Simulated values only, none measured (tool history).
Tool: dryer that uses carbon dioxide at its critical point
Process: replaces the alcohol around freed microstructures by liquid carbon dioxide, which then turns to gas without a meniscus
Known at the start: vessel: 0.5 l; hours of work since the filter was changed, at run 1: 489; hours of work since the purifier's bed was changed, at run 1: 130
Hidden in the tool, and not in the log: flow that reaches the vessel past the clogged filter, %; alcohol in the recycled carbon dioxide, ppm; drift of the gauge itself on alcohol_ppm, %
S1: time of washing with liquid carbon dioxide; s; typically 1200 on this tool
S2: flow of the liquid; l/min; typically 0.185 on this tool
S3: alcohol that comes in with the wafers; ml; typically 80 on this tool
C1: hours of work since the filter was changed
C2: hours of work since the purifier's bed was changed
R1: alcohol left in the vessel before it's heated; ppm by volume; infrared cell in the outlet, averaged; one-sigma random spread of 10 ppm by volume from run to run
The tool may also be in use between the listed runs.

run,day,S1,S2,S3,C1,C2,R1
1,0,1200,0.185,80,489,130,1051
2,0.792,1200,0.185,80,500,140,1068
3,2.05,1200,0.185,80,517,157,1122
4,3.208,1200,0.185,80,532,172,1156
5,4.288,1200,0.185,80,546,187,1160
# day 4.433: inlet filter changed
6,5.433,1200,0.185,80,13,201,610
7,6.758,1200,0.185,60,31,219,470
8,8.458,1200,0.185,60,54,242,469
9,9.496,1200,0.185,60,67,256,501
10,10.325,1200,0.185,24,78,267,219
11,11.525,1200,0.185,24,94,282,220
12,13.217,780,0.185,30,117,305,1697
13,14.196,960,0.123,80,130,318,9099

5 ways to go on from here, each from the tool as it stands after run 13. What would each give?
A,15.108,960,0.114,36,142,330,?
B,15.108,960,0.277,39,142,330,?
C,15.108,1200,0.15,80,142,330,?
D,15.108,1440,0.123,26,142,330,?
E,15.108,1620,0.185,80,142,330,?

run,R1
A,5257
B,139
C,2028
D,748
E,133
What these runs would have given with no unlogged condition in the tool:
run,R1
A,4804
B,92
C,1737
D,629
E,85
